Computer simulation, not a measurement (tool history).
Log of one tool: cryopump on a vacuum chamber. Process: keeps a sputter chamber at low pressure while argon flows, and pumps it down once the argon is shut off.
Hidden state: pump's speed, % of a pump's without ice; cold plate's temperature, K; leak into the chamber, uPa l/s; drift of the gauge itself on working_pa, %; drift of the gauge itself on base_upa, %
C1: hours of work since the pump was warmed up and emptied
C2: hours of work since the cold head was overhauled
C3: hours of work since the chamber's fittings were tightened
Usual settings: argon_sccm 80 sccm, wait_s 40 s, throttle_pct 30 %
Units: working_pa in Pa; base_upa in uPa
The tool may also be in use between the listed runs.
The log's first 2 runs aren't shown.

Run 3, hour 26.8: usual settings but throttle_pct 19 %; C1 55; C2 55; C3 1678. Result: working_pa 0.4137 Pa, base_upa 1.95 uPa.
Run 4, hour 37.8: usual settings but throttle_pct 19 %; C1 60; C2 60; C3 1683. Result: working_pa 0.41 Pa, base_upa 1.99 uPa.
Run 5, hour 51.4: usual settings but throttle_pct 19 %; C1 66; C2 66; C3 1689. Result: working_pa 0.4134 Pa, base_upa 1.83 uPa.
Run 6, hour 60: usual settings but throttle_pct 19 %; C1 70; C2 70; C3 1693. Result: working_pa 0.4116 Pa, base_upa 1.88 uPa.
Run 7, hour 72.5: usual settings but throttle_pct 19 %; C1 76; C2 76; C3 1699. Result: working_pa 0.4109 Pa, base_upa 1.95 uPa.
Run 8, hour 86.6: usual settings but throttle_pct 19 %; C1 83; C2 83; C3 1706. Result: working_pa 0.4153 Pa, base_upa 1.91 uPa.
Run 9, hour 102.4: usual settings but throttle_pct 19 %; C1 90; C2 90; C3 1713. Result: working_pa 0.4132 Pa, base_upa 1.92 uPa.
Run 10, hour 115.3: usual settings but argon_sccm 44 sccm; C1 96; C2 96; C3 1719. Result: working_pa 0.145 Pa, base_upa 1.94 uPa.
Run 11, hour 125.6: usual settings but argon_sccm 44 sccm; C1 101; C2 101; C3 1724. Result: working_pa 0.1449 Pa, base_upa 1.98 uPa.
Run 12, hour 134.4: usual settings but wait_s 58 s; C1 105; C2 105; C3 1728. Result: working_pa 0.2632 Pa, base_upa 1.63 uPa.
Run 13, hour 145: usual settings but throttle_pct 29 %; C1 110; C2 110; C3 1733. Result: working_pa 0.2746 Pa, base_upa 2.01 uPa.
Run 14, hour 159.2: usual settings but throttle_pct 29 %; C1 117; C2 117; C3 1739. Result: working_pa 0.2735 Pa, base_upa 1.97 uPa.
Run 15, hour 168.5: usual settings but throttle_pct 29 %; C1 121; C2 121; C3 1744. Result: working_pa 0.2734 Pa, base_upa 1.94 uPa.
Run 16, hour 177.6: usual settings but throttle_pct 29 %; C1 125; C2 125; C3 1748. Result: working_pa 0.2737 Pa, base_upa 1.99 uPa.
Run 17, hour 194.4: usual settings but throttle_pct 29 %; C1 133; C2 133; C3 1756. Result: working_pa 0.274 Pa, base_upa 1.97 uPa.
Run 18, hour 206.7: usual settings but argon_sccm 44 sccm, wait_s 254 s, throttle_pct 34 %; C1 139; C2 139; C3 1762. Result: working_pa 0.1314 Pa, base_upa 1.3 uPa.
Run 19, hour 213.9: usual settings but argon_sccm 46 sccm, wait_s 34 s; C1 142; C2 142; C3 1765. Result: working_pa 0.1534 Pa, base_upa 2.15 uPa.
Run 20, hour 227.6: usual settings but argon_sccm 46 sccm, wait_s 34 s, throttle_pct 38 %; C1 149; C2 149; C3 1771. Result: working_pa 0.1209 Pa, base_upa 2.08 uPa.
Run 21, hour 240.5: usual settings but argon_sccm 46 sccm, wait_s 34 s, throttle_pct 38 %; C1 155; C2 155; C3 1777. Result: working_pa 0.1217 Pa, base_upa 2.09 uPa.

Forecast run 22:
Run 22, hour 248.4: usual settings but argon_sccm 40 sccm, wait_s 21 s, throttle_pct 28 %; C1 158; C2 158; C3 1781. Result: working_pa ?, base_upa ?.

working_pa: 0.1425 Pa
base_upa: 2.77 uPa
Without the tool's hidden state the same run would have given working_pa 0.1387 Pa, base_upa 1.74 uPa.
